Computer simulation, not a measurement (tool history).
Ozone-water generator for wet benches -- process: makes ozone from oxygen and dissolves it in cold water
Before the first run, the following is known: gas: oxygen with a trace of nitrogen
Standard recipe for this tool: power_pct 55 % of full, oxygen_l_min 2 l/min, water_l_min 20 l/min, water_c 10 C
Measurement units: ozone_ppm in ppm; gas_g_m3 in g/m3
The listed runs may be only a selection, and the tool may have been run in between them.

| run | hour | power_pct | oxygen_l_min | water_l_min | water_c | ozone_ppm | gas_g_m3 |
|---|---|---|---|---|---|---|---|
| 1 | 0 | 55 | 2 | 20 | 10 | 9.11 | 145.4 |
| 2 | 18.9 | 55 | 2 | 14 | 10 | 12.8 | 146.5 |
| 3 | 42.4 | 55 | 2 | 14 | 10 | 12.95 | 146.2 |
| 4 | 69.1 | 55 | 2 | 14 | 10 | 12.71 | 144.9 |
| 5 | 113.8 | 55 | 1.47 | 14 | 10 | 11.19 | 161.8 |
| 6 | 156.2 | 55 | 1.47 | 14 | 10 | 11.18 | 160.5 |
| 7 | 188.5 | 55 | 2 | 20 | 10 | 9.2 | 144.8 |
| 8 | 223.1 | 55 | 2 | 20 | 10 | 9.06 | 145 |
| 9 | 248.4 | 55 | 2.79 | 20 | 10 | 10.53 | 131.2 |
| 10 | 281.2 | 55 | 2.79 | 20 | 10 | 10.68 | 131.1 |
| 11 | 302.5 | 55 | 2.79 | 20 | 10 | 10.68 | 131.6 |
| 12 | 336.6 | 55 | 2.79 | 20 | 10 | 10.66 | 130.7 |
| 13 | 371.3 | 55 | 2.79 | 20 | 10 | 10.66 | 129.7 |
| 14 | 391.7 | 55 | 2.79 | 20 | 10 | 10.69 | 130.5 |
| 15 | 415 | 50 | 2 | 31 | 10 | 5.39 | 134.5 |
| 16 | 449.5 | 51 | 2 | 28 | 7 | 6.2 | 137.2 |
| 17 | 477.7 | 55 | 3.05 | 19 | 10 | 11.62 | 126.8 |

Withheld: 2 entries from between the runs. Position of each, and hidden state at the listed run before versus the listed run after:
In the gap between runs 7 and 8: contactor cleaned (hour 196)
  contactor's efficiency, % of a clean one's: 98.6 -> 97.9
  what was measured, less what the result would be without the hidden state, ozone_ppm: -0.11 -> -0.13 ppm; gas_g_m3: -0.8 -> -0.8 g/m3
In the gap between runs 12 and 13: contactor cleaned, once more (hour 354)
  contactor's efficiency, % of a clean one's: 97.8 -> 99.5
  what was measured, less what the result would be without the hidden state, ozone_ppm: -0.17 -> -0.1 ppm; gas_g_m3: -0.9 -> -0.9 g/m3
